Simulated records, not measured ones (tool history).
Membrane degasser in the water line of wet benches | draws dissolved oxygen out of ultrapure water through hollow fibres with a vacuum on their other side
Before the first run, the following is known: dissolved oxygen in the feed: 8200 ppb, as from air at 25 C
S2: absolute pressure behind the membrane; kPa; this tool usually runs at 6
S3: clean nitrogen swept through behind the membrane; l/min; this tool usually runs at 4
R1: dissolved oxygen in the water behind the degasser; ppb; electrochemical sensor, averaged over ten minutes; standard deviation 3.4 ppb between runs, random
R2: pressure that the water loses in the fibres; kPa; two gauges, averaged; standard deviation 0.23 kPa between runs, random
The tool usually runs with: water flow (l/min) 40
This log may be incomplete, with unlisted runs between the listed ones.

Run 1, hour 0: usual settings. Result: R1 341.8 ppb, R2 59.16 kPa.
Run 2, hour 82.4: usual settings but S2 8.67 kPa. Result: R1 405.7 ppb, R2 59.42 kPa.
Run 3, hour 159.1: usual settings but S2 12.59 kPa. Result: R1 480.8 ppb, R2 59.19 kPa.
Run 4, hour 326.6: usual settings but S2 12.59 kPa. Result: R1 485.4 ppb, R2 59.12 kPa.
Run 5, hour 499.8: usual settings but S2 12.59 kPa. Result: R1 482.8 ppb, R2 59.41 kPa.
Run 6, hour 679.3: usual settings but S2 10.49 kPa. Result: R1 444.7 ppb, R2 59.32 kPa.
Run 7, hour 791.9: usual settings but S2 10.49 kPa. Result: R1 440.3 ppb, R2 58.93 kPa.
Run 8, hour 946.9: usual settings but S2 10.49 kPa. Result: R1 441.6 ppb, R2 58.99 kPa.
Run 9, hour 1067.5: usual settings but S2 10.49 kPa. Result: R1 435 ppb, R2 59.15 kPa.
Run 10, hour 1154.2: usual settings. Result: R1 347.9 ppb, R2 58.73 kPa.
Run 11, hour 1272.2: usual settings. Result: R1 344.7 ppb, R2 59.48 kPa.
Run 12, hour 1385.7: usual settings but water flow (l/min) 41, S3 2.81 l/min. Result: R1 388 ppb, R2 60.21 kPa.
Run 13, hour 1527.7: usual settings but water flow (l/min) 41, S3 2.81 l/min. Result: R1 390.7 ppb, R2 60.34 kPa.
Run 14, hour 1654.3: usual settings but water flow (l/min) 41, S2 6.38 kPa, S3 10.57 l/min. Result: R1 326.6 ppb, R2 60.17 kPa.
Run 15, hour 1811.1: usual settings but water flow (l/min) 32, S2 8.94 kPa, S3 9 l/min. Result: R1 190.4 ppb, R2 47.32 kPa.
Run 16, hour 1992.6: usual settings but water flow (l/min) 57. Result: R1 728 ppb, R2 84.37 kPa.
Run 17, hour 2098.6: usual settings but water flow (l/min) 57. Result: R1 730.6 ppb, R2 84.35 kPa.
Run 18, hour 2234.4: usual settings but water flow (l/min) 57. Result: R1 736.1 ppb, R2 84.33 kPa.

Expected results for the next run?
Run 19, hour 2411.2: usual settings but water flow (l/min) 57, S3 4.73 l/min. Result: R1 ?, R2 ?.

Run 19 gave R1 740.9 ppb, R2 84.61 kPa.
Had the tool carried no hidden state, the very same run would have given R1 740.1 ppb, R2 84.57 kPa.

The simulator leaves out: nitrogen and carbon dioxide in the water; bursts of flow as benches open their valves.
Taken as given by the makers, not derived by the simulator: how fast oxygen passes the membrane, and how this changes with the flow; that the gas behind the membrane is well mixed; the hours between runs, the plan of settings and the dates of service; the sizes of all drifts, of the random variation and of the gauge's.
